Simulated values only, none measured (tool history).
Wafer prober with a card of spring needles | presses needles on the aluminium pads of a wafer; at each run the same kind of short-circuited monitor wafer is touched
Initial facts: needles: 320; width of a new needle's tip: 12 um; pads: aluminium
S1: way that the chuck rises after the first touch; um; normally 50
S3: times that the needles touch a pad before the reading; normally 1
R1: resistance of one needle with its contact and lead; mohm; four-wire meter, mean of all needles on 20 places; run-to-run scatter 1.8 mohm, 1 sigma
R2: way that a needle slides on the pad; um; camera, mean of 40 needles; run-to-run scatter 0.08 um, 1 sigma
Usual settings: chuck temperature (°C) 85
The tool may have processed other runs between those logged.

{"run": 1, "hour": 0.0, "S1": 50, "chuck temperature (°C)": 85, "S3": 1, "R1": 272, "R2": 7.04}
{"run": 2, "hour": 90.5, "S1": 50, "chuck temperature (°C)": 85, "S3": 1, "R1": 290, "R2": 7.08}
{"run": 3, "hour": 140.0, "S1": 50, "chuck temperature (°C)": 85, "S3": 1, "R1": 336, "R2": 7.1}
{"run": 4, "hour": 227.3, "S1": 50, "chuck temperature (°C)": 85, "S3": 1, "R1": 329, "R2": 7.43}
{"run": 5, "hour": 303.6, "S1": 50, "chuck temperature (°C)": 85, "S3": 1, "R1": 355, "R2": 7.24}
{"run": 6, "hour": 373.4, "S1": 50, "chuck temperature (°C)": 85, "S3": 1, "R1": 319, "R2": 7.15}
{"run": 7, "hour": 429.2, "S1": 50, "chuck temperature (°C)": 85, "S3": 1, "R1": 227, "R2": 7.41}
{"run": 8, "hour": 518.3, "S1": 44, "chuck temperature (°C)": 119, "S3": 1, "R1": 433, "R2": 6.2}
{"run": 9, "hour": 582.3, "S1": 51, "chuck temperature (°C)": 67, "S3": 1, "R1": 218, "R2": 7.66}
{"run": 10, "hour": 674.7, "S1": 50, "chuck temperature (°C)": 124, "S3": 1, "R1": 295, "R2": 7.21}
{"run": 11, "hour": 717.7, "S1": 50, "chuck temperature (°C)": 79, "S3": 1, "R1": 302, "R2": 7.04}
{"run": 12, "hour": 770.3, "S1": 50, "chuck temperature (°C)": 79, "S3": 1, "R1": 311, "R2": 7.42}
{"run": 13, "hour": 845.2, "S1": 38, "chuck temperature (°C)": 27, "S3": 2, "R1": 297, "R2": 5.38}

Taken out of this log: 197 entries between the listed runs. Where each belongs, and how the hidden state differs across it:
Runs 1 to 2: tips cleaned on abrasive film (hour 3); tips cleaned on abrasive film (hour 7.1); tips cleaned on abrasive film (hour 11.1); height of the first contact set anew (hour 15.4); tips cleaned on abrasive film (hour 16.4); tips cleaned on abrasive film (hour 20.5); tips cleaned on abrasive film (hour 24.5); tips cleaned on abrasive film (hour 28.6); tips cleaned on abrasive film (hour 33.6); tips cleaned on abrasive film (hour 37.6); tips cleaned on abrasive film (hour 41.7); tips cleaned on abrasive film (hour 45.7); tips cleaned on abrasive film (hour 49.7); tips cleaned on abrasive film (hour 53.8); tips cleaned on abrasive film (hour 58.8); tips cleaned on abrasive film (hour 62.8); tips cleaned on abrasive film (hour 66.9); tips cleaned on abrasive film (hour 71.9); tips cleaned on abrasive film (hour 75.9); tips cleaned on abrasive film (hour 80); tips cleaned on abrasive film (hour 85); tips cleaned on abrasive film (hour 89)
  debris on the tips, nm: 66.1 -> 74.1; way that the needles fall short of the set height, um: 3.54 -> 1.43; tips' diameter, um: 14.56 -> 16.7
  measured value less the no-hidden-state value, R1: +80 -> +102 mohm; R2: -0.53 -> -0.21 um
Runs 2 to 3: tips cleaned on abrasive film (hour 93.6); tips cleaned on abrasive film (hour 98.6); tips cleaned on abrasive film (hour 103.6); tips cleaned on abrasive film (hour 107.6); tips cleaned on abrasive film (hour 111.7); tips cleaned on abrasive film (hour 116.7); tips cleaned on abrasive film (hour 121.7); tips cleaned on abrasive film (hour 125.8); tips cleaned on abrasive film (hour 129.8); tips cleaned on abrasive film (hour 133.8); tips cleaned on abrasive film (hour 137.9)
  debris on the tips, nm: 74.1 -> 100.2; way that the needles fall short of the set height, um: 1.43 -> 2.26; tips' diameter, um: 16.7 -> 16.99
  measured value less the no-hidden-state value, R1: +102 -> +146 mohm; R2: -0.21 -> -0.34 um
Runs 3 to 4: tips cleaned on abrasive film (hour 142.1); tips cleaned on abrasive film (hour 146.1); tips cleaned on abrasive film (hour 151.2); tips cleaned on abrasive film (hour 155.2); tips cleaned on abrasive film (hour 160.2); tips cleaned on abrasive film (hour 164.3); tips cleaned on abrasive film (hour 169.3); tips cleaned on abrasive film (hour 173.3); tips cleaned on abrasive film (hour 177.4); tips cleaned on abrasive film (hour 182.4); tips cleaned on abrasive film (hour 186.4); tips cleaned on abrasive film (hour 190.5); tips cleaned on abrasive film (hour 194.5); tips cleaned on abrasive film (hour 198.5); tips cleaned on abrasive film (hour 203.6); tips cleaned on abrasive film (hour 207.6); tips cleaned on abrasive film (hour 211.6); tips cleaned on abrasive film (hour 215.7); tips cleaned on abrasive film (hour 219.7); height of the first contact set anew (hour 221); tips cleaned on abrasive film (hour 225)
  debris on the tips, nm: 100.2 -> 97.7; way that the needles fall short of the set height, um: 2.26 -> 0.09; tips' diameter, um: 16.99 -> 17.54
  measured value less the no-hidden-state value, R1: +146 -> +139 mohm; R2: -0.34 -> -0.01 um
Runs 4 to 5: tips cleaned on abrasive film (hour 229.4); tips cleaned on abrasive film (hour 234.4); tips cleaned on abrasive film (hour 238.4); tips cleaned on abrasive film (hour 242.5); tips cleaned on abrasive film (hour 246.5); tips cleaned on abrasive film (hour 250.5); tips cleaned on abrasive film (hour 254.6); tips cleaned on abrasive film (hour 258.6); tips cleaned on abrasive film (hour 263.6); tips cleaned on abrasive film (hour 267.7); tips cleaned on abrasive film (hour 272.7); tips cleaned on abrasive film (hour 276.7); tips cleaned on abrasive film (hour 280.8); tips cleaned on abrasive film (hour 284.8); tips cleaned on abrasive film (hour 288.9); tips cleaned on abrasive film (hour 293.9); tips cleaned on abrasive film (hour 297.9); tips cleaned on abrasive film, once more (hour 301)
  debris on the tips, nm: 97.7 -> 102.2; way that the needles fall short of the set height, um: 0.09 -> 1.48; tips' diameter, um: 17.54 -> 18.03
  measured value less the no-hidden-state value, R1: +139 -> +161 mohm; R2: -0.01 -> -0.22 um
Runs 5 to 6: tips cleaned on abrasive film (hour 305.6); tips cleaned on abrasive film (hour 309.7); tips cleaned on abrasive film (hour 313.7); tips cleaned on abrasive film (hour 317.7); tips cleaned on abrasive film (hour 321.8); tips cleaned on abrasive film (hour 326.8); tips cleaned on abrasive film (hour 330.8); tips cleaned on abrasive film (hour 334.9); tips cleaned on abrasive film (hour 339.9); tips cleaned on abrasive film (hour 344.9); tips cleaned on abrasive film (hour 349.9); tips cleaned on abrasive film (hour 355); tips cleaned on abrasive film (hour 360); tips cleaned on abrasive film (hour 364); tips cleaned on abrasive film (hour 368.1); tips cleaned on abrasive film (hour 372.1)
  debris on the tips, nm: 102.2 -> 68.4; way that the needles fall short of the set height, um: 1.48 -> 2.88; tips' diameter, um: 18.03 -> 18.52
  measured value less the no-hidden-state value, R1: +161 -> +126 mohm; R2: -0.22 -> -0.43 um
Runs 6 to 7: tips cleaned on abrasive film (hour 376.4); tips cleaned on abrasive film (hour 380.5); tips cleaned on abrasive film (hour 384.5); tips cleaned on abrasive film (hour 389.5); tips cleaned on abrasive film (hour 393.6); tips cleaned on abrasive film (hour 398.6); tips cleaned on abrasive film (hour 402.6); tips cleaned on abrasive film (hour 406.7); tips cleaned on abrasive film (hour 411.7); tips cleaned on abrasive film (hour 415.7); tips cleaned on abrasive film (hour 420.8); tips cleaned on abrasive film (hour 424.8); height of the first contact set anew (hour 427.1); tips cleaned on abrasive film (hour 429.1)
  debris on the tips, nm: 68.4 -> 15.4; way that the needles fall short of the set height, um: 2.88 -> 0.07; tips' diameter, um: 18.52 -> 18.86
  measured value less the no-hidden-state value, R1: +126 -> +37 mohm; R2: -0.43 -> -0.01 um
Runs 7 to 8: tips cleaned on abrasive film (hour 433.2); tips cleaned on abrasive film (hour 437.3); tips cleaned on abrasive film (hour 441.3); tips cleaned on abrasive film (hour 445.3); tips cleaned on abrasive film (hour 449.4); tips cleaned on abrasive film (hour 453.4); tips cleaned on abrasive film (hour 457.5); tips cleaned on abrasive film (hour 461.5); tips cleaned on abrasive film (hour 465.5); tips cleaned on abrasive film (hour 469.6); tips cleaned on abrasive film (hour 474.6); tips cleaned on abrasive film (hour 478.6); tips cleaned on abrasive film (hour 482.7); tips cleaned on abrasive film (hour 486.7); tips cleaned on abrasive film (hour 490.7); tips cleaned on abrasive film (hour 494.8); tips cleaned on abrasive film (hour 499.8); tips cleaned on abrasive film (hour 503.8); tips cleaned on abrasive film (hour 507.9); tips cleaned on abrasive film (hour 511.9); tips cleaned on abrasive film (hour 516)
  debris on the tips, nm: 15.4 -> 100; way that the needles fall short of the set height, um: 0.07 -> 1.84; tips' diameter, um: 18.86 -> 19.48
  measured value less the no-hidden-state value, R1: +37 -> +228 mohm; R2: -0.01 -> -0.27 um
Runs 8 to 9: tips cleaned on abrasive film (hour 520.4); tips cleaned on abrasive film (hour 524.4); tips cleaned on abrasive film (hour 528.5); tips cleaned on abrasive film (hour 533.5); tips cleaned on abrasive film (hour 538.5); card fitted with new needles (hour 550.5); tips cleaned on abrasive film (hour 555.5); tips cleaned on abrasive film (hour 560.6); tips cleaned on abrasive film (hour 564.6); tips cleaned on abrasive film (hour 568.6); tips cleaned on abrasive film (hour 572.7); tips cleaned on abrasive film (hour 576.7); tips cleaned on abrasive film (hour 581.7)
  debris on the tips, nm: 100 -> 40; way that the needles fall short of the set height, um: 1.84 -> 0.54; tips' diameter, um: 19.48 -> 12.19
  measured value less the no-hidden-state value, R1: +228 -> +30 mohm; R2: -0.27 -> -0.08 um
Runs 9 to 10: tips cleaned on abrasive film (hour 586.3); tips cleaned on abrasive film (hour 591.3); tips cleaned on abrasive film (hour 595.4); tips cleaned on abrasive film (hour 599.4); tips cleaned on abrasive film (hour 603.5); tips cleaned on abrasive film (hour 607.5); tips cleaned on abrasive film (hour 611.5); tips cleaned on abrasive film (hour 616.6); tips cleaned on abrasive film (hour 620.6); tips cleaned on abrasive film (hour 625.6); tips cleaned on abrasive film (hour 630.6); tips cleaned on abrasive film (hour 634.7); tips cleaned on abrasive film (hour 639.7); tips cleaned on abrasive film (hour 643.7); tips cleaned on abrasive film (hour 648.8); tips cleaned on abrasive film (hour 653.8); tips cleaned on abrasive film (hour 657.8); tips cleaned on abrasive film (hour 661.9); tips cleaned on abrasive film (hour 666.9); tips cleaned on abrasive film (hour 671.9)
  debris on the tips, nm: 40 -> 116.3; way that the needles fall short of the set height, um: 0.54 -> 2.19; tips' diameter, um: 12.19 -> 12.77
  measured value less the no-hidden-state value, R1: +30 -> +95 mohm; R2: -0.08 -> -0.33 um
Runs 10 to 11: tips cleaned on abrasive film (hour 676.8); tips cleaned on abrasive film (hour 680.8); tips cleaned on abrasive film (hour 684.9); tips cleaned on abrasive film (hour 688.9); tips cleaned on abrasive film (hour 693.9); tips cleaned on abrasive film (hour 698.9); tips cleaned on abrasive film (hour 703); tips cleaned on abrasive film (hour 707); tips cleaned on abrasive film (hour 711.1); tips cleaned on abrasive film (hour 715.1)
  debris on the tips, nm: 116.3 -> 114.2; way that the needles fall short of the set height, um: 2.19 -> 2.97; tips' diameter, um: 12.77 -> 13.04
  measured value less the no-hidden-state value, R1: +95 -> +108 mohm; R2: -0.33 -> -0.45 um
Runs 11 to 12: tips cleaned on abrasive film (hour 719.7); tips cleaned on abrasive film (hour 723.8); tips cleaned on abrasive film (hour 728.8); tips cleaned on abrasive film (hour 732.8); tips cleaned on abrasive film (hour 736.9); tips cleaned on abrasive film (hour 740.9); tips cleaned on abrasive film (hour 745); tips cleaned on abrasive film (hour 750); tips cleaned on abrasive film (hour 754); height of the first contact set anew (hour 756.3); tips cleaned on abrasive film (hour 758.4); tips cleaned on abrasive film (hour 762.4); tips cleaned on abrasive film (hour 766.4)
  debris on the tips, nm: 114.2 -> 138; way that the needles fall short of the set height, um: 2.97 -> 0.21; tips' diameter, um: 13.04 -> 13.36
  measured value less the no-hidden-state value, R1: +108 -> +120 mohm; R2: -0.45 -> -0.04 um
Runs 12 to 13: tips cleaned on abrasive film (hour 771.4); tips cleaned on abrasive film (hour 775.4); tips cleaned on abrasive film (hour 779.5); tips cleaned on abrasive film (hour 783.5); tips cleaned on abrasive film (hour 787.5); tips cleaned on abrasive film (hour 791.6); tips cleaned on abrasive film (hour 795.6); tips cleaned on abrasive film (hour 800.6); tips cleaned on abrasive film (hour 804.7); tips cleaned on abrasive film (hour 808.7); tips cleaned on abrasive film (hour 812.7); tips cleaned on abrasive film (hour 816.8); tips cleaned on abrasive film (hour 821.8); tips cleaned on abrasive film (hour 825.8); tips cleaned on abrasive film (hour 829.9); tips cleaned on abrasive film (hour 833.9); tips cleaned on abrasive film (hour 838); tips cleaned on abrasive film (hour 843)
  debris on the tips, nm: 138 -> 104.3; way that the needles fall short of the set height, um: 0.21 -> 1.62; tips' diameter, um: 13.36 -> 13.85
  measured value less the no-hidden-state value, R1: +120 -> +113 mohm; R2: -0.04 -> -0.25 um
